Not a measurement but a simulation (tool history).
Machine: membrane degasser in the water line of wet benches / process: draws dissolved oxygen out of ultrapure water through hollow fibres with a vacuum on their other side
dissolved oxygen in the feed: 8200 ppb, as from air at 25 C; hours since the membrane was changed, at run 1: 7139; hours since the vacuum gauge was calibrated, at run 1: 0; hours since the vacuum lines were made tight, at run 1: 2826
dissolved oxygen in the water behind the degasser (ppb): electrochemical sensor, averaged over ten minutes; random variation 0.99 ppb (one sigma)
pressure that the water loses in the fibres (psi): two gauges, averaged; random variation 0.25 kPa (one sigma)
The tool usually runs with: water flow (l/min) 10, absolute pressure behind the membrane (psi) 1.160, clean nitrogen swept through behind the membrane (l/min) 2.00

run,day,water flow (l/min),absolute pressure behind the membrane (psi),clean nitrogen swept through behind the membrane (l/min),hours since the membrane was changed,hours since the vacuum gauge was calibrated,hours since the vacuum lines were made tight,dissolved oxygen in the water behind the degasser (ppb),pressure that the water loses in the fibres (psi)
1,0.000,10,1.160,2.00,7139,0,2826,93.1,9.683
2,3.467,10,1.160,2.00,7222,83,2909,94.1,9.703
3,6.983,10,1.160,2.00,7306,168,2994,96.5,9.644
4,11.088,10,1.160,2.00,7405,266,3092,95.2,9.675
5,18.538,10,1.160,2.00,7584,445,3271,94.6,9.613
6,25.575,10,1.932,2.00,7753,614,3440,156.4,9.657
7,30.946,10,1.932,2.00,7882,743,3569,157.7,9.546
8,36.683,10,1.932,2.00,8019,880,3706,158.4,9.593
9,44.729,10,1.762,2.00,8212,1074,3899,146.1,9.536
10,49.392,10,1.762,2.00,8324,1185,4011,144.0,9.600
11,55.929,10,1.762,2.00,8481,1342,4168,145.3,9.596
12,61.267,10,1.762,2.00,8609,1470,4296,144.1,9.501
13,67.633,10,1.762,2.00,8762,1623,4449,146.5,9.507
14,74.412,10,1.762,2.00,8925,1786,4612,144.1,9.485
15,82.075,15,1.213,1.99,9109,1970,4796,216.2,14.249
16,89.071,15,1.213,1.99,9277,2138,4964,217.5,14.282

Run 17, settings as shown, results not yet in. Your forecast:
# day 93.846: seals of the vacuum lines changed
17,97.062,16,2.754,2.00,9466,2328,77,?,?

{"run 17": {"dissolved oxygen in the water behind the degasser (ppb)": 428.5, "pressure that the water loses in the fibres (psi)": 15.04}}
If the tool had no hidden condition, the same run with the same run-to-run variation would have returned dissolved oxygen in the water behind the degasser (ppb) 427.4, pressure that the water loses in the fibres (psi) 15.351.
